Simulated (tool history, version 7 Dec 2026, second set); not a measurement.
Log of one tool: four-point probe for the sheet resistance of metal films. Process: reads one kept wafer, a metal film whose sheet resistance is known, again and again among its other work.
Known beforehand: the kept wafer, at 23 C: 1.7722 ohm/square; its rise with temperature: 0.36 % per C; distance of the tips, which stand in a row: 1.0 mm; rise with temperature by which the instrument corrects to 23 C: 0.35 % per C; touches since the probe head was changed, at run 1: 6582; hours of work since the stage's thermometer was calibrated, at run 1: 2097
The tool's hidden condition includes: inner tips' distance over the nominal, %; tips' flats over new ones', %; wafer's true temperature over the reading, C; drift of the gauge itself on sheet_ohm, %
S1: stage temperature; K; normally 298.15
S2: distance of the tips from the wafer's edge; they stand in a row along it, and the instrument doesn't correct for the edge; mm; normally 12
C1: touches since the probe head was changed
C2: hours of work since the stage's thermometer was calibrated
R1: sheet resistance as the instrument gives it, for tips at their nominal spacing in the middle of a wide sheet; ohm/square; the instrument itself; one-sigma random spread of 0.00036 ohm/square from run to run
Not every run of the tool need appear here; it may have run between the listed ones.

run 1 hour=0.0 | S1=298.15 S2=12 | C1=6582 C2=2097 | R1=1.778756
run 2 hour=94.0 | S1=298.15 S2=31 | C1=11358 C2=2152 | R1=1.773077
run 3 hour=140.3 | S1=298.15 S2=31 | C1=13709 C2=2180 | R1=1.773508
run 4 hour=213.1 | S1=298.15 S2=31 | C1=17405 C2=2222 | R1=1.773593
run 5 hour=292.0 | S1=298.15 S2=31 | C1=21415 C2=2268 | R1=1.773016
run 6 hour=353.4 | S1=298.15 S2=31 | C1=24532 C2=2304 | R1=1.773061
run 7 hour=412.8 | S1=298.15 S2=31 | C1=27552 C2=2339 | R1=1.773415
run 8 hour=488.8 | S1=306.15 S2=12 | C1=31409 C2=2383 | R1=1.779602
run 9 hour=534.6 | S1=306.15 S2=12 | C1=33737 C2=2410 | R1=1.779775
run 10 hour=601.7 | S1=306.15 S2=12 | C1=37148 C2=2449 | R1=1.779228
run 11 hour=652.3 | S1=292.15 S2=12 | C1=39714 C2=2479 | R1=1.779048
run 12 hour=751.3 | S1=292.15 S2=12 | C1=44747 C2=2537 | R1=1.777755
run 13 hour=841.0 | S1=307.15 S2=7 | C1=49301 C2=2589 | R1=1.793570
-- hour=857.1 stage's thermometer calibrated
run 14 hour=930.1 | S1=307.15 S2=7 | C1=53801 C2=43 | R1=1.792560
run 15 hour=1027.9 | S1=293.15 S2=36 | C1=58768 C2=100 | R1=1.773004
run 16 hour=1099.6 | S1=304.15 S2=19 | C1=62410 C2=142 | R1=1.776071
run 17 hour=1159.2 | S1=291.15 S2=5 | C1=65439 C2=177 | R1=1.809410
run 18 hour=1251.4 | S1=305.15 S2=5 | C1=70125 C2=231 | R1=1.810161
run 19 hour=1341.3 | S1=305.15 S2=5 | C1=74689 C2=283 | R1=1.810198
run 20 hour=1395.7 | S1=292.15 S2=19 | C1=77452 C2=315 | R1=1.774111
run 21 hour=1476.5 | S1=296.15 S2=63 | C1=81554 C2=362 | R1=1.772224
run 22 hour=1542.8 | S1=292.15 S2=15 | C1=84924 C2=401 | R1=1.776308
run 23 hour=1639.6 | S1=303.15 S2=3 | C1=89842 C2=458 | R1=1.872887

Each row is a separate what-if for the run after 23, all from the same tool condition, not one after another. Results?
run A hour=1727.3 | S1=294.15 S2=31 | C1=94296 C2=509 | R1=?
run B hour=1727.3 | S1=303.15 S2=26 | C1=94296 C2=509 | R1=?
run C hour=1727.3 | S1=303.15 S2=24 | C1=94296 C2=509 | R1=?
run D hour=1727.3 | S1=296.15 S2=17 | C1=94296 C2=509 | R1=?
run E hour=1727.3 | S1=303.15 S2=57 | C1=94296 C2=509 | R1=?

run=A R1=1.773164
run=B R1=1.774777
run=C R1=1.775197
run=D R1=1.775915
run=E R1=1.773377
Without the tool's unlogged condition, the same runs would have read:
run=A R1=1.773069
run=B R1=1.774682
run=C R1=1.775102
run=D R1=1.775820
run=E R1=1.773282

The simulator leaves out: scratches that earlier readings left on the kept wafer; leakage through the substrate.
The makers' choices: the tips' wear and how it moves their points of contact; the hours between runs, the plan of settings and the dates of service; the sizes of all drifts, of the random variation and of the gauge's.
